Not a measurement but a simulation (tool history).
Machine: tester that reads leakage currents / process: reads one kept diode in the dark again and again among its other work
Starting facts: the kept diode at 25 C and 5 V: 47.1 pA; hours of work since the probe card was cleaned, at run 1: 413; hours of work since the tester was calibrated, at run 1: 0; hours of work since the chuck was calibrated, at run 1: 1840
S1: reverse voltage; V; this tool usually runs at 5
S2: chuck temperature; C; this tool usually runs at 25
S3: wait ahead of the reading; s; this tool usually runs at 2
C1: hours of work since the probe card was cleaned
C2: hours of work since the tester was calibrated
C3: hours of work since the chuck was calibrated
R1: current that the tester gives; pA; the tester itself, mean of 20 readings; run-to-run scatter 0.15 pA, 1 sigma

run 1 hour=0 | S1=5 S2=25 S3=2 | C1=413 C2=0 C3=1840 | R1=46.02
run 2 hour=22.5 | S1=5 S2=25 S3=2 | C1=427 C2=14 C3=1854 | R1=45.89
run 3 hour=38.7 | S1=1.2 S2=25 S3=2 | C1=437 C2=24 C3=1864 | R1=21.17
run 4 hour=71.4 | S1=1.2 S2=25 S3=2 | C1=457 C2=44 C3=1884 | R1=21.05
run 5 hour=91.3 | S1=1.2 S2=25 S3=2 | C1=469 C2=56 C3=1896 | R1=21.07
run 6 hour=123.8 | S1=1.2 S2=25 S3=2 | C1=489 C2=76 C3=1916 | R1=20.95
-- hour=129.8 probe card cleaned and baked
run 7 hour=153.4 | S1=1.2 S2=25 S3=2 | C1=14 C2=92 C3=1932 | R1=21.34
run 8 hour=167.6 | S1=1.2 S2=25 S3=2 | C1=23 C2=101 C3=1941 | R1=21.33
run 9 hour=200 | S1=1.2 S2=25 S3=2 | C1=43 C2=120 C3=1960 | R1=21.26
run 10 hour=227.7 | S1=1.2 S2=25 S3=2 | C1=60 C2=137 C3=1977 | R1=21.1
run 11 hour=257.3 | S1=1.2 S2=25 S3=2 | C1=78 C2=155 C3=1995 | R1=21.15
run 12 hour=273.3 | S1=1.2 S2=25 S3=2 | C1=88 C2=165 C3=2005 | R1=21.22
run 13 hour=296.8 | S1=2.58 S2=25 S3=2 | C1=102 C2=180 C3=2019 | R1=32.32
-- hour=325.1 probe card cleaned and baked, once more
run 14 hour=330.7 | S1=1.48 S2=25 S3=4.66 | C1=3 C2=198 C3=2038 | R1=23
run 15 hour=362.8 | S1=17.46 S2=25 S3=0.87 | C1=23 C2=218 C3=2058 | R1=91.97
run 16 hour=376.6 | S1=17.46 S2=37 S3=0.54 | C1=31 C2=226 C3=2066 | R1=243.01
run 17 hour=403.3 | S1=9.61 S2=55 S3=0.33 | C1=48 C2=243 C3=2083 | R1=666.55

Branching from run 17: 5 alternative next runs. What would each branch give?
run A hour=433.4 | S1=9.61 S2=57 S3=1.32 | C1=66 C2=261 C3=2101 | R1=?
run B hour=433.4 | S1=3.61 S2=55 S3=0.33 | C1=66 C2=261 C3=2101 | R1=?
run C hour=433.4 | S1=3.92 S2=31 S3=1.98 | C1=66 C2=261 C3=2101 | R1=?
run D hour=433.4 | S1=5 S2=25 S3=3.08 | C1=66 C2=261 C3=2101 | R1=?
run E hour=433.4 | S1=1.29 S2=25 S3=1.29 | C1=66 C2=261 C3=2101 | R1=?

run=A R1=762.92
run=B R1=393.93
run=C R1=64.89
run=D R1=44.19
run=E R1=21.65
Stripped of hidden state, with their random variation kept, the same runs would have yielded:
run=A R1=809.11
run=B R1=417.98
run=C R1=69.45
run=D R1=47.36
run=E R1=23.23
